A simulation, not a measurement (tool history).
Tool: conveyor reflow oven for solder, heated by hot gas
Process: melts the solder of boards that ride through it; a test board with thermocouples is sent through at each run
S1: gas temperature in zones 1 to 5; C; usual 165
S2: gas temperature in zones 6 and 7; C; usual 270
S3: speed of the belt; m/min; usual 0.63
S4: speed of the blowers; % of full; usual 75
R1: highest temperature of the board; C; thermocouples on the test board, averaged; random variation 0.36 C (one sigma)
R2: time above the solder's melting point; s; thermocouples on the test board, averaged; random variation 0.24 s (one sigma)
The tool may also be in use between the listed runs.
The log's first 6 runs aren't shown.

Run 7, hour 328.4: usual settings but S2 259 C. Result: R1 245.4 C, R2 37.5 s.
Run 8, hour 365.6: usual settings but S2 259 C. Result: R1 245.9 C, R2 37.2 s.
Run 9, hour 416.8: usual settings. Result: R1 255.2 C, R2 42.8 s.
Run 10, hour 483: usual settings. Result: R1 254.7 C, R2 42.5 s.
Run 11, hour 544.9: usual settings. Result: R1 255.3 C, R2 43 s.
Run 12, hour 593: usual settings but S3 0.678 m/min. Result: R1 253.2 C, R2 38.3 s.
Run 13, hour 671.7: usual settings but S3 0.678 m/min. Result: R1 253.1 C, R2 38.1 s.
Run 14, hour 719.7: usual settings but S3 0.678 m/min. Result: R1 252.9 C, R2 37.7 s.
Run 15, hour 792: usual settings but S3 0.639 m/min. Result: R1 254.6 C, R2 41.8 s.
At hour 824.8: flux residue cleaned out of gas plates and filters.
At hour 833.2: thermocouples of zones 6 and 7 changed.
At hour 845.3: belt drive overhauled, speed set with a stopwatch.
Run 16, hour 863.2: usual settings but S1 163 C, S2 262 C, S3 0.614 m/min, S4 88 % of full. Result: R1 251.2 C, R2 41.9 s.
Run 17, hour 904.3: usual settings but S1 156 C, S3 0.56 m/min, S4 51 % of full. Result: R1 250.4 C, R2 41.8 s.
Run 18, hour 970.4: usual settings but S1 156 C, S2 275 C, S3 0.732 m/min, S4 51 % of full. Result: R1 242.9 C, R2 25.8 s.
Run 19, hour 1049.1: usual settings but S1 156 C, S2 275 C, S3 0.732 m/min, S4 51 % of full. Result: R1 242.2 C, R2 26.3 s.
Run 20, hour 1121.5: usual settings but S1 156 C, S2 283 C, S3 0.732 m/min, S4 51 % of full. Result: R1 248.6 C, R2 29.6 s.
Run 21, hour 1159.7: usual settings but S1 156 C, S2 283 C, S3 0.534 m/min, S4 84 % of full. Result: R1 273 C, R2 57.1 s.
Run 22, hour 1213.2: usual settings but S1 169 C, S2 283 C, S3 0.661 m/min, S4 84 % of full. Result: R1 268.3 C, R2 46.7 s.
Run 23, hour 1266.1: usual settings but S1 154 C, S3 0.592 m/min. Result: R1 255.6 C, R2 43.4 s.
Run 24, hour 1351.9: usual settings but S1 163 C, S2 278 C, S3 0.585 m/min, S4 57 % of full. Result: R1 258.7 C, R2 46.7 s.
At hour 1386.3: flux residue cleaned out of gas plates and filters.
Run 25, hour 1410.8: usual settings but S1 155 C, S2 284 C. Result: R1 265.9 C, R2 45.1 s.
Run 26, hour 1448.2: usual settings but S1 163 C, S2 284 C, S4 68 % of full. Result: R1 265.4 C, R2 46.4 s.
Run 27, hour 1502.1: usual settings but S1 163 C, S2 284 C, S4 68 % of full. Result: R1 265.6 C, R2 46.2 s.
Run 28, hour 1550.1: usual settings but S1 163 C, S2 284 C, S4 68 % of full. Result: R1 265.7 C, R2 46.4 s.
Run 29, hour 1634.6: usual settings but S1 163 C, S2 284 C, S4 68 % of full. Result: R1 266.1 C, R2 46.4 s.
Run 30, hour 1698.6: usual settings but S1 163 C, S2 284 C, S4 68 % of full. Result: R1 265.8 C, R2 46.4 s.

3 ways to go on from here, each from the tool as it stands after run 30. What would each give?
Run A, hour 1777.3: usual settings but S1 155 C, S2 284 C, S4 57 % of full. Result: R1 ?, R2 ?.
Run B, hour 1777.3: usual settings but S4 66 % of full. Result: R1 ?, R2 ?.
Run C, hour 1777.3: usual settings but S1 164 C, S2 264 C, S4 67 % of full. Result: R1 ?, R2 ?.

run     R1    R2
  A  259.9  41.5
  B  252.6  40.9
  C  247.5  37.9
Without the tool's hidden state the same runs would have given:
run     R1    R2
  A    260  41.5
  B  252.7  40.9
  C  247.6    38

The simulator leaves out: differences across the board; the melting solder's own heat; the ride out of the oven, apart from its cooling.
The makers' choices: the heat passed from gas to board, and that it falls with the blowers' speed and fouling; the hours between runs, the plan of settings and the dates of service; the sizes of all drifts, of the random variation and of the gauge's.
